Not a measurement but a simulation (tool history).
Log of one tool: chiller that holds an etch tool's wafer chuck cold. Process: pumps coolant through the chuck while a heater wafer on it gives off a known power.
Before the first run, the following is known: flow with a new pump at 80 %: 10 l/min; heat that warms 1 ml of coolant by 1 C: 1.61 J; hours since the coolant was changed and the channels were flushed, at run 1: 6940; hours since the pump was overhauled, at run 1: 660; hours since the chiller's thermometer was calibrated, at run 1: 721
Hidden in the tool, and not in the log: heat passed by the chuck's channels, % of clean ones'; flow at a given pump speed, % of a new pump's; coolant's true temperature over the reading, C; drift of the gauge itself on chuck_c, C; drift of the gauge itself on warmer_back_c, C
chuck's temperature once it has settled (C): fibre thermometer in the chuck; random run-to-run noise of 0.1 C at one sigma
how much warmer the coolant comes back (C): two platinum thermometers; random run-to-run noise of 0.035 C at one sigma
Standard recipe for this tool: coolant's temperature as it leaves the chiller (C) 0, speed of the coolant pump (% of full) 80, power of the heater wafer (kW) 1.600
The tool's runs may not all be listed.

| run | hour | coolant's temperature as it leaves the chiller (C) | speed of the coolant pump (% of full) | power of the heater wafer (kW) | hours since the coolant was changed and the channels were flushed | hours since the pump was overhauled | hours since the chiller's thermometer was calibrated | chuck's temperature once it has settled (C) | how much warmer the coolant comes back (C) |
|---|---|---|---|---|---|---|---|---|---|
| 1 | 0.0 | 0 | 80 | 1.600 | 6940 | 660 | 721 | 12.3 | 6.00 |
| 2 | 44.8 | 0 | 80 | 1.600 | 6985 | 705 | 766 | 12.4 | 6.02 |
| 3 | 83.0 | 0 | 80 | 1.600 | 7023 | 743 | 804 | 12.2 | 5.99 |
| 4 | 124.5 | 0 | 80 | 1.600 | 7065 | 785 | 846 | 12.2 | 6.03 |
| 5 | 162.4 | 0 | 80 | 1.600 | 7102 | 823 | 884 | 12.3 | 6.06 |
| 6 | 184.4 | 0 | 80 | 1.600 | 7124 | 845 | 906 | 12.3 | 6.00 |
| 7 | 209.8 | 0 | 80 | 1.600 | 7150 | 870 | 931 | 12.3 | 6.12 |
| 8 | 251.0 | 0 | 80 | 1.600 | 7191 | 911 | 972 | 12.4 | 6.16 |
| 9 | 290.8 | 0 | 80 | 1.600 | 7231 | 951 | 1012 | 12.5 | 6.26 |
| 10 | 327.4 | 0 | 80 | 1.600 | 7267 | 988 | 1049 | 12.3 | 6.22 |
| 11 | 357.8 | 0 | 80 | 1.600 | 7298 | 1018 | 1079 | 12.4 | 6.23 |
| 12 | 380.2 | 0 | 80 | 1.600 | 7320 | 1041 | 1102 | 12.1 | 6.21 |
| 13 | 415.4 | 0 | 80 | 1.600 | 7355 | 1076 | 1137 | 12.5 | 6.32 |
| 14 | 450.6 | 0 | 80 | 1.600 | 7391 | 1111 | 1172 | 12.2 | 6.34 |
| 15 | 481.7 | 0 | 80 | 1.600 | 7422 | 1142 | 1203 | 12.3 | 6.41 |
|  | 499.5 | gauge calibrated |
| 16 | 520.9 | 0 | 80 | 1.600 | 7461 | 1181 | 1242 | 12.3 | 5.93 |
| 17 | 557.0 | 7 | 80 | 1.600 | 7497 | 1217 | 1278 | 19.3 | 5.94 |
| 18 | 596.4 | -4 | 67 | 1.831 | 7536 | 1257 | 1318 | 12.9 | 8.40 |
| 19 | 641.0 | 9 | 80 | 0.906 | 7581 | 1301 | 1362 | 16.0 | 3.50 |
| 20 | 674.9 | 9 | 80 | 0.906 | 7615 | 1335 | 1396 | 16.0 | 3.53 |
| 21 | 715.7 | 3 | 80 | 1.600 | 7656 | 1376 | 1437 | 15.3 | 6.12 |
| 22 | 741.9 | 9 | 80 | 0.890 | 7682 | 1402 | 1463 | 15.9 | 3.57 |
| 23 | 771.5 | 6 | 70 | 0.983 | 7711 | 1432 | 1493 | 14.7 | 4.50 |
| 24 | 814.1 | 0 | 63 | 1.600 | 7754 | 1475 | 1535 | 15.6 | 8.06 |
| 25 | 860.0 | 0 | 80 | 0.815 | 7800 | 1520 | 1581 | 6.3 | 3.36 |
| 26 | 892.2 | 8 | 80 | 1.707 | 7832 | 1553 | 1614 | 21.3 | 6.74 |
| 27 | 920.9 | 0 | 83 | 1.600 | 7861 | 1581 | 1642 | 11.9 | 6.06 |
| 28 | 943.3 | -8 | 89 | 0.988 | 7883 | 1604 | 1665 | -1.2 | 3.66 |
| 29 | 978.8 | -8 | 72 | 1.812 | 7919 | 1639 | 1700 | 7.4 | 8.08 |
| 30 | 1007.6 | -6 | 74 | 1.998 | 7948 | 1668 | 1729 | 10.6 | 8.50 |
| 31 | 1046.8 | 5 | 78 | 1.314 | 7987 | 1707 | 1768 | 15.5 | 5.55 |
| 32 | 1076.1 | 5 | 78 | 1.314 | 8016 | 1736 | 1797 | 15.3 | 5.55 |

Below are 3 alternative next runs, each starting from the tool's condition after run 32. Predict each:
|  | 1111.2 | coolant changed, channels flushed |
| A | 1123.5 | 0 | 62 | 1.600 | 12 | 1778 | 1839 | ? | ? |
|  | 1111.2 | coolant changed, channels flushed |
| B | 1123.5 | 5 | 78 | 2.319 | 12 | 1778 | 1839 | ? | ? |
|  | 1111.2 | coolant changed, channels flushed |
| C | 1123.5 | 6 | 98 | 1.553 | 12 | 1778 | 1839 | ? | ? |

| run | chuck's temperature once it has settled (C) | how much warmer the coolant comes back (C) |
|---|---|---|
| A | 15.8 | 8.54 |
| B | 23.1 | 9.46 |
| C | 15.6 | 5.11 |
Without the tool's hidden state the same runs would have given:
| run | chuck's temperature once it has settled (C) | how much warmer the coolant comes back (C) |
|---|---|---|
| A | 15.8 | 8.00 |
| B | 23.1 | 8.93 |
| C | 15.6 | 4.58 |
